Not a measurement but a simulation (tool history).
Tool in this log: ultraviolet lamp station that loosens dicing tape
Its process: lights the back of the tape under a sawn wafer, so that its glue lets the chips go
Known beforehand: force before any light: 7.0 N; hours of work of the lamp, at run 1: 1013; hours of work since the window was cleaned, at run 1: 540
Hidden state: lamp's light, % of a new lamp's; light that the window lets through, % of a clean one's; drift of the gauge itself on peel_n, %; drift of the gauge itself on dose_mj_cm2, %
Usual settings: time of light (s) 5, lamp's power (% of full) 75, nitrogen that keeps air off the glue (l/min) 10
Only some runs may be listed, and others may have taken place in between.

| run | day | time of light (s) | lamp's power (% of full) | nitrogen that keeps air off the glue (l/min) | hours of work of the lamp | hours of work since the window was cleaned | force that peels the tape off (N) | light that reached the tape (mJ/cm2) |
|---|---|---|---|---|---|---|---|---|
| 1 | 0.000 | 5 | 75 | 10 | 1013 | 540 | 0.257 | 462 |
| 2 | 2.838 | 5 | 75 | 10 | 1044 | 571 | 0.250 | 464 |
| 3 | 5.738 | 5 | 75 | 10 | 1075 | 601 | 0.250 | 469 |
|  | 7.025 | window cleaned of glue's vapour |
| 4 | 8.258 | 5 | 75 | 10 | 1101 | 13 | 0.257 | 468 |
| 5 | 9.742 | 3 | 75 | 10 | 1117 | 29 | 0.738 | 283 |
| 6 | 12.254 | 3 | 75 | 10 | 1144 | 56 | 0.754 | 275 |
| 7 | 14.029 | 5 | 75 | 10 | 1163 | 75 | 0.266 | 466 |
| 8 | 15.588 | 5 | 75 | 10 | 1180 | 91 | 0.245 | 461 |
| 9 | 17.975 | 8 | 79 | 10 | 1205 | 117 | 0.146 | 783 |
| 10 | 19.304 | 8 | 79 | 10 | 1219 | 131 | 0.144 | 788 |
| 11 | 20.992 | 7 | 90 | 10 | 1237 | 149 | 0.138 | 784 |
| 12 | 23.279 | 7 | 90 | 10 | 1262 | 174 | 0.139 | 778 |
| 13 | 25.112 | 3 | 96 | 10 | 1281 | 193 | 0.440 | 358 |

Forecast each of these 4 alternatives for the next run:
| A | 26.642 | 5 | 96 | 10 | 1298 | 210 | ? | ? |
| B | 26.642 | 5 | 75 | 10 | 1298 | 210 | ? | ? |
| C | 26.642 | 4 | 68 | 6 | 1298 | 210 | ? | ? |
| D | 26.642 | 3 | 81 | 4 | 1298 | 210 | ? | ? |

| run | force that peels the tape off (N) | light that reached the tape (mJ/cm2) |
|---|---|---|
| A | 0.161 | 595 |
| B | 0.239 | 463 |
| C | 0.743 | 337 |
| D | 1.244 | 297 |
With the hidden condition removed and each run's random variation left untouched, the same runs would have given:
| run | force that peels the tape off (N) | light that reached the tape (mJ/cm2) |
|---|---|---|
| A | 0.160 | 598 |
| B | 0.237 | 465 |
| C | 0.735 | 338 |
| D | 1.233 | 298 |

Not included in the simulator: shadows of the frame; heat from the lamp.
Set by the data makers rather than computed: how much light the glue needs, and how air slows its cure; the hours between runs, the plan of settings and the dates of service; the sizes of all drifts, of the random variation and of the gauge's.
